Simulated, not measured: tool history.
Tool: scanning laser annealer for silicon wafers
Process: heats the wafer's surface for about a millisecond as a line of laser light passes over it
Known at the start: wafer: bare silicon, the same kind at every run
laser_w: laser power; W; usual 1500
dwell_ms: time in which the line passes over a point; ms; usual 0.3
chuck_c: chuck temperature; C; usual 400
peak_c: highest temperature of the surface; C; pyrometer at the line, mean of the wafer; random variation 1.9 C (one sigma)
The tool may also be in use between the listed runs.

Run 1, hour 0: usual settings. Result: peak_c 1161 C.
Run 2, hour 16.8: usual settings. Result: peak_c 1159 C.
Run 3, hour 36.2: usual settings. Result: peak_c 1160 C.
Run 4, hour 56: usual settings but dwell_ms 0.283 ms. Result: peak_c 1132 C.
Run 5, hour 70.1: usual settings but chuck_c 414 C. Result: peak_c 1171 C.
Run 6, hour 88.6: usual settings but chuck_c 414 C. Result: peak_c 1168 C.
Run 7, hour 108.9: usual settings but dwell_ms 0.236 ms. Result: peak_c 1061 C.
Run 8, hour 127.9: usual settings but laser_w 1494 W, dwell_ms 0.365 ms. Result: peak_c 1235 C.
Run 9, hour 138: usual settings but laser_w 1384 W, chuck_c 367 C. Result: peak_c 1066 C.
Run 10, hour 148.1: usual settings but laser_w 1287 W, dwell_ms 0.22 ms, chuck_c 381 C. Result: peak_c 933 C.
Run 11, hour 169.4: usual settings but laser_w 1505 W. Result: peak_c 1152 C.
Run 12, hour 181: usual settings but laser_w 1505 W. Result: peak_c 1156 C.

Run 13 comes next. What will it give?
Run 13, hour 192.4: usual settings but laser_w 1371 W, dwell_ms 0.341 ms, chuck_c 390 C. Result: peak_c ?.

peak_c: 1130 C
Without the tool's hidden state the same run would have given peak_c 1147 C.

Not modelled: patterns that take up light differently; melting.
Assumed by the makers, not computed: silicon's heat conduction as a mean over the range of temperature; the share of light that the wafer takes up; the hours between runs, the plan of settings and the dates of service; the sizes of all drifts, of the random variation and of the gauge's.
